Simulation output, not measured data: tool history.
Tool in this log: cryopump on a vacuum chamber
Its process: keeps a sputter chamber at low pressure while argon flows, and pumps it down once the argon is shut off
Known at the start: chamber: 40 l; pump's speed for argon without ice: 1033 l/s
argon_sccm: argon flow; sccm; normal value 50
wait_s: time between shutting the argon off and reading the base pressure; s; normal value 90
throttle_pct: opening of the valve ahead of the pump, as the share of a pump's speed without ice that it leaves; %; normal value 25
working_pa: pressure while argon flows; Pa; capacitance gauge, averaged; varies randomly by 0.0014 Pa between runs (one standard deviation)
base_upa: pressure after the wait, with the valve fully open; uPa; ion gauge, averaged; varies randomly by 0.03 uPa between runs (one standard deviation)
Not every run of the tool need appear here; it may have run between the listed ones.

Run 1, hour 0: usual settings. Result: working_pa 0.3421 Pa, base_upa 2.6 uPa.
Run 2, hour 35.7: usual settings but throttle_pct 16 %. Result: working_pa 0.522 Pa, base_upa 2.68 uPa.
Run 3, hour 101.7: usual settings but throttle_pct 16 %. Result: working_pa 0.5234 Pa, base_upa 2.77 uPa.
Run 4, hour 142.2: usual settings. Result: working_pa 0.3444 Pa, base_upa 2.8 uPa.
Run 5, hour 205.8: usual settings. Result: working_pa 0.341 Pa, base_upa 2.86 uPa.
Run 6, hour 264.6: usual settings. Result: working_pa 0.3423 Pa, base_upa 2.94 uPa.
Run 7, hour 313.7: usual settings. Result: working_pa 0.3444 Pa, base_upa 3 uPa.
Run 8, hour 394.8: usual settings. Result: working_pa 0.3463 Pa, base_upa 3.11 uPa.
Run 9, hour 455.4: usual settings but argon_sccm 85 sccm. Result: working_pa 0.5855 Pa, base_upa 3.13 uPa.
Run 10, hour 508.4: usual settings but argon_sccm 85 sccm. Result: working_pa 0.5881 Pa, base_upa 3.3 uPa.
Run 11, hour 548.9: usual settings but argon_sccm 85 sccm. Result: working_pa 0.5852 Pa, base_upa 3.33 uPa.
Run 12, hour 625.8: usual settings but argon_sccm 85 sccm. Result: working_pa 0.5909 Pa, base_upa 3.41 uPa.
At hour 635.7: pump warmed up, emptied and cooled again.
Run 13, hour 674.5: usual settings but argon_sccm 85 sccm. Result: working_pa 0.5599 Pa, base_upa 3.05 uPa.
Run 14, hour 742.6: usual settings but wait_s 54 s. Result: working_pa 0.3296 Pa, base_upa 3.83 uPa.
Run 15, hour 806: usual settings but wait_s 153 s. Result: working_pa 0.3319 Pa, base_upa 2.67 uPa.
Run 16, hour 848.8: usual settings but argon_sccm 83 sccm. Result: working_pa 0.5478 Pa, base_upa 3.19 uPa.
Run 17, hour 917.9: usual settings but argon_sccm 83 sccm, throttle_pct 20 %. Result: working_pa 0.6874 Pa, base_upa 3.21 uPa.
Run 18, hour 962.1: usual settings. Result: working_pa 0.3282 Pa, base_upa 3.31 uPa.
Run 19, hour 1014.3: usual settings but throttle_pct 54 %. Result: working_pa 0.1571 Pa, base_upa 3.34 uPa.
At hour 1068.9: leaking fittings of the chamber tightened, without venting.
Run 20, hour 1082: usual settings but throttle_pct 54 %. Result: working_pa 0.1571 Pa, base_upa 1.56 uPa.
Run 21, hour 1132.1: usual settings but throttle_pct 54 %. Result: working_pa 0.1592 Pa, base_upa 1.58 uPa.
Run 22, hour 1181.4: usual settings but argon_sccm 71 sccm, wait_s 30 s. Result: working_pa 0.4767 Pa, base_upa 3.87 uPa.
Run 23, hour 1257: usual settings but argon_sccm 51 sccm, wait_s 119 s, throttle_pct 22 %. Result: working_pa 0.3865 Pa, base_upa 1.41 uPa.
Run 24, hour 1305.7: usual settings but argon_sccm 51 sccm, wait_s 235 s, throttle_pct 22 %. Result: working_pa 0.388 Pa, base_upa 1.02 uPa.
Run 25, hour 1372: usual settings but throttle_pct 19 %. Result: working_pa 0.4413 Pa, base_upa 1.77 uPa.
Run 26, hour 1419.4: usual settings but argon_sccm 55 sccm, wait_s 67 s, throttle_pct 16 %. Result: working_pa 0.5705 Pa, base_upa 2.28 uPa.
Run 27, hour 1467.7: usual settings but argon_sccm 51 sccm, throttle_pct 26 %. Result: working_pa 0.3315 Pa, base_upa 1.92 uPa.
Run 28, hour 1519.9: usual settings but argon_sccm 51 sccm, throttle_pct 26 %. Result: working_pa 0.3327 Pa, base_upa 1.93 uPa.
Run 29, hour 1561: usual settings but argon_sccm 68 sccm, wait_s 31 s. Result: working_pa 0.4593 Pa, base_upa 4.21 uPa.
Run 30, hour 1630.8: usual settings but throttle_pct 37 %. Result: working_pa 0.2346 Pa, base_upa 2.08 uPa.
Run 31, hour 1686.1: usual settings but throttle_pct 37 %. Result: working_pa 0.2341 Pa, base_upa 2.13 uPa.
Run 32, hour 1754.1: usual settings but argon_sccm 80 sccm, wait_s 47 s, throttle_pct 41 %. Result: working_pa 0.3433 Pa, base_upa 3.33 uPa.
Run 33, hour 1831.2: usual settings but wait_s 78 s. Result: working_pa 0.3389 Pa, base_upa 2.41 uPa.
Run 34, hour 1914.7: usual settings but argon_sccm 75 sccm, wait_s 78 s, throttle_pct 48 %. Result: working_pa 0.2791 Pa, base_upa 2.6 uPa.
Run 35, hour 1987.5: usual settings but argon_sccm 75 sccm, wait_s 124 s, throttle_pct 44 %. Result: working_pa 0.3057 Pa, base_upa 2.2 uPa.

Predict each of these 3 candidate next runs independently; none follows another, all start after run 35:
Run A, hour 2036.5: usual settings but argon_sccm 66 sccm, wait_s 124 s, throttle_pct 44 %. Result: working_pa ?, base_upa ?.
Run B, hour 2036.5: usual settings but argon_sccm 75 sccm, wait_s 79 s, throttle_pct 21 %. Result: working_pa ?, base_upa ?.
Run C, hour 2036.5: usual settings but argon_sccm 45 sccm, throttle_pct 18 %. Result: working_pa ?, base_upa ?.

run  working_pa  base_upa
  A      0.2699      2.22
  B      0.6106      2.64
  C      0.4256      2.52
With no hidden state in the tool, these same runs would have given:
run  working_pa  base_upa
  A      0.2464      1.15
  B       0.584      1.59
  C      0.4096      1.47

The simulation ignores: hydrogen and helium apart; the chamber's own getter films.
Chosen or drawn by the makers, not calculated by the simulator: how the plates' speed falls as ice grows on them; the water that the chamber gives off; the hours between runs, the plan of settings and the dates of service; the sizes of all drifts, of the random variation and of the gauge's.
